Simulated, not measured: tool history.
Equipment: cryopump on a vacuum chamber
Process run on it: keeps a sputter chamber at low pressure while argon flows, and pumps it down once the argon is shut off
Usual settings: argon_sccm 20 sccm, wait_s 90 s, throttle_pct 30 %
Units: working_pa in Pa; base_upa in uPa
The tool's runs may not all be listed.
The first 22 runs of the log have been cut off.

Run 23, day 17.125: usual settings but argon_sccm 15 sccm, wait_s 113 s, throttle_pct 56 %. Result: working_pa 0.0316 Pa, base_upa 1.32 uPa.
Run 24, day 17.708: usual settings but argon_sccm 15 sccm, wait_s 113 s, throttle_pct 56 %. Result: working_pa 0.0316 Pa, base_upa 1.31 uPa.
Run 25, day 18.608: usual settings but argon_sccm 11 sccm, wait_s 113 s, throttle_pct 17 %. Result: working_pa 0.069 Pa, base_upa 1.35 uPa.
Run 26, day 19.308: usual settings but argon_sccm 11 sccm, wait_s 113 s, throttle_pct 17 %. Result: working_pa 0.0678 Pa, base_upa 1.39 uPa.
Run 27, day 19.838: usual settings but argon_sccm 24 sccm, wait_s 298 s, throttle_pct 36 %. Result: working_pa 0.0755 Pa, base_upa 0.87 uPa.
Run 28, day 20.542: usual settings but argon_sccm 11 sccm, wait_s 83 s, throttle_pct 17 %. Result: working_pa 0.0687 Pa, base_upa 1.61 uPa.
Run 29, day 21.221: usual settings but throttle_pct 19 %. Result: working_pa 0.1113 Pa, base_upa 1.57 uPa.
Run 30, day 21.892: usual settings but throttle_pct 19 %. Result: working_pa 0.114 Pa, base_upa 1.56 uPa.
Run 31, day 22.471: usual settings but argon_sccm 16 sccm, wait_s 61 s, throttle_pct 50 %. Result: working_pa 0.0398 Pa, base_upa 2.11 uPa.
At day 22.825: pump warmed up, emptied and cooled again.
Run 32, day 23.35: usual settings but argon_sccm 16 sccm, wait_s 61 s, throttle_pct 50 %. Result: working_pa 0.0322 Pa, base_upa 1.79 uPa.
Run 33, day 24.029: usual settings but wait_s 35 s, throttle_pct 18 %. Result: working_pa 0.1097 Pa, base_upa 2.78 uPa.
Run 34, day 24.829: usual settings but argon_sccm 18 sccm, wait_s 21 s, throttle_pct 26 %. Result: working_pa 0.0698 Pa, base_upa 4.46 uPa.

Each row is a separate what-if for the run after 34, all from the same tool condition, not one after another. Results?
Run A, day 25.717: usual settings but argon_sccm 18 sccm, throttle_pct 50 %. Result: working_pa ?, base_upa ?.
Run B, day 25.717: usual settings but argon_sccm 9 sccm, wait_s 210 s, throttle_pct 17 %. Result: working_pa ?, base_upa ?.
Run C, day 25.717: usual settings but argon_sccm 18 sccm, wait_s 68 s, throttle_pct 19 %. Result: working_pa ?, base_upa ?.
Run D, day 25.717: usual settings but argon_sccm 17 sccm, wait_s 56 s, throttle_pct 48 %. Result: working_pa ?, base_upa ?.

run  working_pa  base_upa
  A      0.0363      1.39
  B      0.0528      0.89
  C      0.0948       1.7
  D       0.036         2
Take away the tool's hidden state, keep each run's random variation, and the runs would have read:
run  working_pa  base_upa
  A      0.0352       1.1
  B      0.0523       0.6
  C      0.0937      1.41
  D       0.035      1.71

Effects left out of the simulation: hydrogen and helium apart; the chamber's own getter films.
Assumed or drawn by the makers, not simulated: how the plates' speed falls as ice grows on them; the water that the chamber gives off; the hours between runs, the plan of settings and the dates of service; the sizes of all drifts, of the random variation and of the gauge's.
